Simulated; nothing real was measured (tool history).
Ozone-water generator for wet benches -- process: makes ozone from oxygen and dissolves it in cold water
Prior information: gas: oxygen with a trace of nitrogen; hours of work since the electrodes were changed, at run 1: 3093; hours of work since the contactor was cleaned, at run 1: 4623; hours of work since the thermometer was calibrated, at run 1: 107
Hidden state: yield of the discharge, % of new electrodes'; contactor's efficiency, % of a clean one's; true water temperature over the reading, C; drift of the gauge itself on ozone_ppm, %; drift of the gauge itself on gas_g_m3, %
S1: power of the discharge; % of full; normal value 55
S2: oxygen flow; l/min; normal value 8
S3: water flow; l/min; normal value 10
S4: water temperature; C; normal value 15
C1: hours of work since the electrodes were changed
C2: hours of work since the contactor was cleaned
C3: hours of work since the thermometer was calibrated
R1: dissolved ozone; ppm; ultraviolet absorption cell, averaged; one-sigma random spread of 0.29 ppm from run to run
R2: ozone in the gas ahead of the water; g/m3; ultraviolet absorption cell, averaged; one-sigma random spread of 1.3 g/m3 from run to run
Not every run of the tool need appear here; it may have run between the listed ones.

Run 1, hour 0: usual settings; C1 3093; C2 4623; C3 107. Result: R1 45.5 ppm, R2 241.8 g/m3.
Run 2, hour 123.8: usual settings; C1 3198; C2 4729; C3 212. Result: R1 45.5 ppm, R2 243.1 g/m3.
Run 3, hour 179.4: usual settings; C1 3245; C2 4776; C3 260. Result: R1 45.4 ppm, R2 243.8 g/m3.
Run 4, hour 297.9: usual settings but S1 75 % of full; C1 3346; C2 4877; C3 361. Result: R1 53.2 ppm, R2 287.4 g/m3.
Run 5, hour 379.3: usual settings but S4 11 C; C1 3416; C2 4946; C3 430. Result: R1 49.6 ppm, R2 243.2 g/m3.
Run 6, hour 504: usual settings but S3 8 l/min; C1 3522; C2 5052; C3 536. Result: R1 50.2 ppm, R2 245.3 g/m3.
Run 7, hour 581.5: usual settings but S3 8 l/min; C1 3588; C2 5118; C3 602. Result: R1 50.3 ppm, R2 244.2 g/m3.
Run 8, hour 665: usual settings but S3 8 l/min; C1 3659; C2 5189; C3 673. Result: R1 50.3 ppm, R2 245.1 g/m3.
Run 9, hour 777.1: usual settings but S3 8 l/min; C1 3754; C2 5285; C3 768. Result: R1 50.3 ppm, R2 245.7 g/m3.
Run 10, hour 863.2: usual settings but S3 8 l/min; C1 3827; C2 5358; C3 842. Result: R1 50.4 ppm, R2 245.5 g/m3.
Run 11, hour 922.8: usual settings but S3 8 l/min; C1 3878; C2 5409; C3 892. Result: R1 50.5 ppm, R2 243.8 g/m3.
Run 12, hour 1048.5: usual settings but S3 8 l/min; C1 3985; C2 5516; C3 999. Result: R1 50.1 ppm, R2 246.5 g/m3.
Run 13, hour 1174.7: usual settings but S1 92 % of full; C1 4093; C2 5623; C3 1107. Result: R1 60.5 ppm, R2 323.3 g/m3.
Run 14, hour 1289.4: usual settings but S1 92 % of full; C1 4190; C2 5721; C3 1204. Result: R1 60 ppm, R2 326.6 g/m3.
Run 15, hour 1344.2: usual settings but S1 92 % of full; C1 4237; C2 5767; C3 1251. Result: R1 60.5 ppm, R2 325.6 g/m3.
Run 16, hour 1466.8: usual settings but S1 92 % of full, S3 12 l/min; C1 4341; C2 5872; C3 1355. Result: R1 54.9 ppm, R2 324.5 g/m3.
Run 17, hour 1544.5: usual settings but S2 8.14 l/min; C1 4407; C2 5938; C3 1422. Result: R1 45.3 ppm, R2 242.5 g/m3.
Run 18, hour 1635.4: usual settings but S1 42 % of full, S2 8.81 l/min, S3 15 l/min, S4 8 C; C1 4485; C2 6015; C3 1499. Result: R1 35.3 ppm, R2 199 g/m3.
Run 19, hour 1744.1: usual settings but S1 42 % of full, S2 8.81 l/min, S3 8 l/min, S4 22 C; C1 4577; C2 6108; C3 1591. Result: R1 35.7 ppm, R2 201 g/m3.
Run 20, hour 1813.3: usual settings but S1 81 % of full, S3 7 l/min; C1 4636; C2 6167; C3 1650. Result: R1 65.9 ppm, R2 301 g/m3.
Run 21, hour 1892.7: usual settings but S1 81 % of full, S3 7 l/min; C1 4704; C2 6234; C3 1718. Result: R1 65.7 ppm, R2 301.8 g/m3.
At hour 1925.5: contactor cleaned.
Run 22, hour 2031.4: usual settings but S1 81 % of full, S3 7 l/min; C1 4818; C2 90; C3 1833. Result: R1 66.1 ppm, R2 306.8 g/m3.
Run 23, hour 2137.6: usual settings but S1 81 % of full, S3 7 l/min; C1 4909; C2 180; C3 1923. Result: R1 65.9 ppm, R2 306.8 g/m3.
Run 24, hour 2217.3: usual settings but S1 81 % of full, S3 7 l/min, S4 9 C; C1 4977; C2 248; C3 1991. Result: R1 76.3 ppm, R2 306.2 g/m3.
Run 25, hour 2278.2: usual settings but S1 63 % of full, S2 13.74 l/min, S3 12 l/min, S4 20 C; C1 5028; C2 300; C3 2043. Result: R1 33.7 ppm, R2 196.4 g/m3.
Run 26, hour 2352.8: usual settings but S2 13.23 l/min, S3 8 l/min; C1 5092; C2 364; C3 2106. Result: R1 42.6 ppm, R2 187 g/m3.
Run 27, hour 2443.6: usual settings but S1 40 % of full, S2 13.23 l/min; C1 5169; C2 441; C3 2183. Result: R1 32.9 ppm, R2 158.3 g/m3.
Run 28, hour 2516.2: usual settings but S1 40 % of full, S2 13.23 l/min; C1 5231; C2 503; C3 2245. Result: R1 32.7 ppm, R2 155 g/m3.
Run 29, hour 2580.6: usual settings but S1 61 % of full, S2 6.82 l/min, S3 11 l/min, S4 9 C; C1 5286; C2 558; C3 2300. Result: R1 53.4 ppm, R2 290.4 g/m3.
Run 30, hour 2667: usual settings but S2 12.85 l/min, S3 9 l/min, S4 16 C; C1 5359; C2 631; C3 2374. Result: R1 39.8 ppm, R2 189.4 g/m3.
Run 31, hour 2740.7: usual settings but S1 83 % of full, S2 10.74 l/min, S3 9 l/min, S4 16 C; C1 5422; C2 694; C3 2436. Result: R1 52.5 ppm, R2 265.3 g/m3.
Run 32, hour 2852.7: usual settings but S1 83 % of full, S2 10.74 l/min, S3 7 l/min, S4 9 C; C1 5517; C2 789; C3 2532. Result: R1 68.8 ppm, R2 263.4 g/m3.
Run 33, hour 2942.3: usual settings but S1 47 % of full, S2 4.49 l/min, S3 7 l/min, S4 8 C; C1 5594; C2 865; C3 2608. Result: R1 66.5 ppm, R2 316.9 g/m3.
Run 34, hour 3027.3: usual settings but S1 47 % of full, S2 4.49 l/min, S3 7 l/min, S4 8 C; C1 5666; C2 938; C3 2680. Result: R1 65.6 ppm, R2 316 g/m3.

Forecast each of these 3 alternatives for the next run:
Run A, hour 3105.8: usual settings but S1 83 % of full; C1 5733; C2 1005; C3 2747. Result: R1 ?, R2 ?.
Run B, hour 3105.8: usual settings but S1 60 % of full, S3 6 l/min, S4 18 C; C1 5733; C2 1005; C3 2747. Result: R1 ?, R2 ?.
Run C, hour 3105.8: usual settings but S1 85 % of full; C1 5733; C2 1005; C3 2747. Result: R1 ?, R2 ?.

run    R1     R2
  A    57  309.7
  B  54.6  264.2
  C  57.3  315.9
The same runs, with their run-to-run variation unchanged, on a tool lacking any hidden condition would have given:
run    R1     R2
  A    57  301.9
  B  54.7  257.5
  C  57.4    308

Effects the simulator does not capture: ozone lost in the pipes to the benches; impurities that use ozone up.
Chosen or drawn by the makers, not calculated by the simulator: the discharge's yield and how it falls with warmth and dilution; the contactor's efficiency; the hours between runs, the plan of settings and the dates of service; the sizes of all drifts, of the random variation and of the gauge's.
